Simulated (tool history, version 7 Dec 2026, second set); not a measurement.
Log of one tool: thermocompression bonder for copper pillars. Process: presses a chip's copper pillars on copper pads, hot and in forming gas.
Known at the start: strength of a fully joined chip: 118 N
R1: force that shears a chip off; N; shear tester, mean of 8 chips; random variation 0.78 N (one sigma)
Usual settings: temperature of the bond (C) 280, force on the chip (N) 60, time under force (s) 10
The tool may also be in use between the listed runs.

Run 1, hour 0: usual settings. Result: R1 50.5 N.
Run 2, hour 37.2: usual settings. Result: R1 48.7 N.
Run 3, hour 83.5: usual settings. Result: R1 48.5 N.
At hour 131: forming gas filter changed.
Run 4, hour 131.7: usual settings. Result: R1 50.9 N.
Run 5, hour 164.8: usual settings. Result: R1 50.4 N.
Run 6, hour 206: usual settings but force on the chip (N) 71. Result: R1 57.9 N.
At hour 222.3: heater calibrated with a thermocouple chip.
Run 7, hour 236.7: usual settings but time under force (s) 16. Result: R1 56.3 N.
Run 8, hour 263.6: usual settings but time under force (s) 16. Result: R1 55.8 N.
Run 9, hour 323.4: usual settings but time under force (s) 16. Result: R1 55.3 N.
Run 10, hour 366.9: usual settings but time under force (s) 6. Result: R1 37.9 N.
Run 11, hour 411.1: usual settings but time under force (s) 6. Result: R1 37.3 N.
At hour 464.5: heater calibrated with a thermocouple chip, once more.
Run 12, hour 474: usual settings but time under force (s) 7. Result: R1 46.8 N.
Run 13, hour 501.5: usual settings. Result: R1 53.5 N.
At hour 512: force cell calibrated.
At hour 512.5: forming gas filter changed.
Run 14, hour 532.9: usual settings but temperature of the bond (C) 309. Result: R1 76.8 N.
Run 15, hour 594.6: usual settings. Result: R1 57.4 N.
Run 16, hour 647.6: usual settings. Result: R1 58.2 N.
Run 17, hour 710.1: usual settings. Result: R1 57 N.
Run 18, hour 745.9: usual settings. Result: R1 56.6 N.
Run 19, hour 807.3: usual settings. Result: R1 55.5 N.
Run 20, hour 846: usual settings but temperature of the bond (C) 295, force on the chip (N) 48. Result: R1 50.2 N.
Run 21, hour 873.1: usual settings but temperature of the bond (C) 295, force on the chip (N) 48. Result: R1 50.9 N.
At hour 889.8: forming gas filter changed.
Run 22, hour 933.9: usual settings but temperature of the bond (C) 295, force on the chip (N) 48. Result: R1 52.5 N.
Run 23, hour 996: usual settings but temperature of the bond (C) 294, force on the chip (N) 53, time under force (s) 9. Result: R1 54.1 N.
Run 24, hour 1035.6: usual settings but temperature of the bond (C) 276, force on the chip (N) 52. Result: R1 45 N.
Run 25, hour 1096.9: usual settings but temperature of the bond (C) 285, force on the chip (N) 40, time under force (s) 9. Result: R1 35.1 N.
Run 26, hour 1146.4: usual settings but temperature of the bond (C) 285, force on the chip (N) 40, time under force (s) 9. Result: R1 35.2 N.
Run 27, hour 1198.8: usual settings but temperature of the bond (C) 285, force on the chip (N) 40, time under force (s) 9. Result: R1 33.5 N.
Run 28, hour 1259.7: usual settings but temperature of the bond (C) 256, force on the chip (N) 70. Result: R1 50 N.
At hour 1265.4: forming gas filter changed.
Run 29, hour 1310: usual settings but force on the chip (N) 41, time under force (s) 9. Result: R1 34.2 N.
Run 30, hour 1357.6: usual settings but temperature of the bond (C) 261, force on the chip (N) 41, time under force (s) 6. Result: R1 23.9 N.
Run 31, hour 1397.1: usual settings but temperature of the bond (C) 295, force on the chip (N) 69, time under force (s) 14. Result: R1 76.6 N.
Run 32, hour 1435.9: usual settings but temperature of the bond (C) 278, force on the chip (N) 66. Result: R1 57.8 N.
Run 33, hour 1472.3: usual settings but temperature of the bond (C) 285. Result: R1 56.4 N.
Run 34, hour 1519.7: usual settings but time under force (s) 12. Result: R1 55.5 N.
Run 35, hour 1548.6: usual settings but temperature of the bond (C) 303, force on the chip (N) 75, time under force (s) 9. Result: R1 74.2 N.
Run 36, hour 1587.1: usual settings but temperature of the bond (C) 302, force on the chip (N) 36, time under force (s) 8. Result: R1 32.6 N.
Run 37, hour 1613.8: usual settings but temperature of the bond (C) 302, force on the chip (N) 36, time under force (s) 8. Result: R1 33.6 N.
At hour 1644.7: forming gas filter changed.
Run 38, hour 1661.2: usual settings but force on the chip (N) 53, time under force (s) 14. Result: R1 51.4 N.

Forecast each of these 5 alternatives for the next run:
Run A, hour 1702.8: usual settings but temperature of the bond (C) 259, force on the chip (N) 71, time under force (s) 17. Result: R1 ?.
Run B, hour 1702.8: usual settings but force on the chip (N) 53, time under force (s) 29. Result: R1 ?.
Run C, hour 1702.8: usual settings but force on the chip (N) 56, time under force (s) 12. Result: R1 ?.
Run D, hour 1702.8: usual settings but temperature of the bond (C) 273, force on the chip (N) 53, time under force (s) 6. Result: R1 ?.
Run E, hour 1702.8: usual settings but temperature of the bond (C) 298, force on the chip (N) 53, time under force (s) 6. Result: R1 ?.

run    R1
  A    60
  B  66.6
  C  51.5
  D  35.5
  E    45
Without the tool's hidden state the same runs would have given:
run    R1
  A  68.6
  B  75.1
  C  59.2
  D  41.6
  E    52
